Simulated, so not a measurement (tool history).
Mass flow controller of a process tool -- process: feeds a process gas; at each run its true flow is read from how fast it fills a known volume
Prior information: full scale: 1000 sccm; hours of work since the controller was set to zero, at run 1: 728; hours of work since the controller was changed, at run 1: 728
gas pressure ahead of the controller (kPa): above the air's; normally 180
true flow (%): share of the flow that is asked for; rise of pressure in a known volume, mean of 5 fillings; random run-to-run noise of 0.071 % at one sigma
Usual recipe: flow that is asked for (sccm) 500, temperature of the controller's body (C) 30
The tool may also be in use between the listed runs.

run,hour,flow that is asked for (sccm),gas pressure ahead of the controller (kPa),temperature of the controller's body (C),hours of work since the controller was set to zero,hours of work since the controller was changed,true flow (%)
1,0.0,500,180,30,728,728,99.64
2,270.6,500,180,30,927,927,99.76
3,465.1,500,180,30,1070,1070,99.73
4,655.4,334,180,30,1210,1210,99.47
5,935.8,334,180,30,1416,1416,99.49
6,1094.0,334,180,30,1532,1532,99.53
7,1342.5,500,180,30,1714,1714,99.75
8,1549.5,468,180,30,1866,1866,99.61
9,1819.7,468,180,30,2065,2065,99.68
10,2087.7,500,180,40,2262,2262,100.81
11,2267.6,500,180,26,2394,2394,99.32
12,2480.8,500,180,30,2551,2551,99.77
13,2628.7,500,180,30,2659,2659,99.60
14,2851.2,500,180,30,2823,2823,99.91
15,3097.0,371,180,30,3003,3003,99.49
16,3319.7,371,180,30,3167,3167,99.65
17,3546.1,371,180,30,3333,3333,99.53
18,3684.5,371,180,30,3435,3435,99.56
19,3861.7,500,180,23,3565,3565,98.98
20,4027.8,500,180,33,3687,3687,100.02
21,4142.3,500,180,33,3771,3771,100.11
22,4389.5,238,180,33,3953,3953,99.62
23,4605.0,500,180,30,4111,4111,99.68
24,4731.8,500,180,29,4204,4204,99.58
25,4937.6,500,180,29,4355,4355,99.59
26,5161.5,251,239,31,4520,4520,99.66
27,5299.6,608,180,26,4621,4621,99.40
28,5452.6,608,180,26,4734,4734,99.59
29,5645.3,608,180,26,4875,4875,99.49
30,5762.1,608,180,26,4961,4961,99.50
31,5920.4,608,180,26,5077,5077,99.56
32,6194.4,255,150,28,5278,5278,99.00
33,6320.1,162,180,21,5371,5371,98.36
34,6561.1,336,207,30,5548,5548,99.55
35,6740.2,501,154,30,5679,5679,99.71
36,7012.1,324,239,24,5879,5879,99.09

For run 37, what comes out?
37,7176.7,618,277,24,6000,6000,?

{"run 37": {"true flow (%)": 99.43}}
Take away the tool's hidden state, keep the run-to-run variation as it was, and the same run would have given true flow (%) 99.43.
